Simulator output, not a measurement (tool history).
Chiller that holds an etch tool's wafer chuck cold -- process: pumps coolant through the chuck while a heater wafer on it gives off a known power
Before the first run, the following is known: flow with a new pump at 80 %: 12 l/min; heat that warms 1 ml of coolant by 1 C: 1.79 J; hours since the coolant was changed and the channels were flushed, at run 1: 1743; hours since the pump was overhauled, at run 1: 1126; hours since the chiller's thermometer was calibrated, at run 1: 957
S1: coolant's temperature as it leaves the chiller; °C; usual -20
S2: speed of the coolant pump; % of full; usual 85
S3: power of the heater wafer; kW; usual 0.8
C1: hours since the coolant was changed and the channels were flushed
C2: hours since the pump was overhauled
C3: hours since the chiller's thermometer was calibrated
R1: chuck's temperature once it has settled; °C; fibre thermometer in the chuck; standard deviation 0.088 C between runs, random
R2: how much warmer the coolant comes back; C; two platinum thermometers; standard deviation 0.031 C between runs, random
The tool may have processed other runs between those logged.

run 1 day=0 | S1=-20 S2=85 S3=0.8 | C1=1743 C2=1126 C3=957 | R1=-13.98 R2=2.12
run 2 day=1.325 | S1=-20 S2=85 S3=0.8 | C1=1775 C2=1158 C3=989 | R1=-13.9 R2=2.09
run 3 day=2.558 | S1=-20 S2=85 S3=0.8 | C1=1805 C2=1188 C3=1019 | R1=-13.92 R2=2.11
run 4 day=3.517 | S1=-20 S2=85 S3=0.8 | C1=1828 C2=1210 C3=1042 | R1=-13.94 R2=2.1
run 5 day=4.358 | S1=-20 S2=85 S3=0.8 | C1=1848 C2=1231 C3=1062 | R1=-14.09 R2=1.99
run 6 day=5.179 | S1=-20 S2=85 S3=0.8 | C1=1868 C2=1250 C3=1082 | R1=-13.84 R2=2.11
run 7 day=6.329 | S1=-20 S2=85 S3=0.8 | C1=1895 C2=1278 C3=1109 | R1=-13.94 R2=2.07
run 8 day=7.7 | S1=-20 S2=68 S3=0.8 | C1=1928 C2=1311 C3=1142 | R1=-12.57 R2=2.68
run 9 day=8.679 | S1=-20 S2=68 S3=0.8 | C1=1951 C2=1334 C3=1166 | R1=-12.62 R2=2.63
run 10 day=9.746 | S1=-20 S2=85 S3=0.739 | C1=1977 C2=1360 C3=1191 | R1=-14.6 R2=1.92
run 11 day=10.55 | S1=-20 S2=85 S3=0.739 | C1=1996 C2=1379 C3=1211 | R1=-14.46 R2=1.97
run 12 day=11.179 | S1=-20 S2=85 S3=0.739 | C1=2011 C2=1394 C3=1226 | R1=-14.53 R2=1.92
run 13 day=12.5 | S1=-20 S2=85 S3=0.739 | C1=2043 C2=1426 C3=1257 | R1=-14.43 R2=1.92
run 14 day=13.292 | S1=-19 S2=85 S3=0.739 | C1=2062 C2=1445 C3=1276 | R1=-13.36 R2=1.95
run 15 day=14.471 | S1=-20 S2=85 S3=0.8 | C1=2091 C2=1473 C3=1305 | R1=-14 R2=2.11
run 16 day=15.858 | S1=-20 S2=85 S3=0.8 | C1=2124 C2=1507 C3=1338 | R1=-14.09 R2=2.07
run 17 day=16.783 | S1=-20 S2=85 S3=1.001 | C1=2146 C2=1529 C3=1360 | R1=-12.7 R2=2.66
run 18 day=17.429 | S1=-20 S2=85 S3=1.001 | C1=2161 C2=1544 C3=1376 | R1=-12.66 R2=2.61
run 19 day=18.767 | S1=-20 S2=85 S3=0.87 | C1=2194 C2=1577 C3=1408 | R1=-13.59 R2=2.27
run 20 day=19.633 | S1=-21 S2=77 S3=0.545 | C1=2214 C2=1597 C3=1429 | R1=-16.54 R2=1.64
run 21 day=20.354 | S1=-20 S2=74 S3=0.545 | C1=2232 C2=1615 C3=1446 | R1=-15.43 R2=1.67
run 22 day=21.367 | S1=-20 S2=74 S3=0.545 | C1=2256 C2=1639 C3=1470 | R1=-15.41 R2=1.72
run 23 day=22.604 | S1=-20 S2=67 S3=0.604 | C1=2286 C2=1669 C3=1500 | R1=-14.31 R2=2.07
run 24 day=23.304 | S1=-27 S2=85 S3=0.8 | C1=2303 C2=1685 C3=1517 | R1=-21.06 R2=2.11
run 25 day=23.979 | S1=-27 S2=85 S3=0.8 | C1=2319 C2=1702 C3=1533 | R1=-21.02 R2=2.07
run 26 day=25.217 | S1=-27 S2=85 S3=0.8 | C1=2348 C2=1731 C3=1563 | R1=-20.95 R2=2.11
run 27 day=25.929 | S1=-18 S2=66 S3=1.135 | C1=2366 C2=1748 C3=1580 | R1=-7.25 R2=3.99
run 28 day=26.721 | S1=-18 S2=66 S3=1.135 | C1=2385 C2=1767 C3=1599 | R1=-7.26 R2=3.94
run 29 day=27.446 | S1=-20 S2=61 S3=0.456 | C1=2402 C2=1785 C3=1616 | R1=-15.23 R2=1.69
run 30 day=28.029 | S1=-15 S2=68 S3=0.8 | C1=2416 C2=1799 C3=1630 | R1=-7.58 R2=2.63
run 31 day=28.804 | S1=-15 S2=68 S3=0.8 | C1=2434 C2=1817 C3=1649 | R1=-7.67 R2=2.69
run 32 day=29.967 | S1=-20 S2=71 S3=0.964 | C1=2462 C2=1845 C3=1677 | R1=-11.46 R2=3.06

What if the next run were any one of these 3? Each begins from the tool's condition after run 32:
run A day=30.821 | S1=-15 S2=74 S3=0.525 | C1=2483 C2=1866 C3=1697 | R1=? R2=?
run B day=30.821 | S1=-29 S2=71 S3=1.148 | C1=2483 C2=1866 C3=1697 | R1=? R2=?
run C day=30.821 | S1=-29 S2=86 S3=1.083 | C1=2483 C2=1866 C3=1697 | R1=? R2=?

run=A R1=-10.58 R2=1.64
run=B R1=-18.85 R2=3.6
run=C R1=-21.06 R2=2.82
Had the tool no hidden state, the same runs would have come out as:
run=A R1=-10.58 R2=1.64
run=B R1=-18.88 R2=3.59
run=C R1=-21.08 R2=2.82
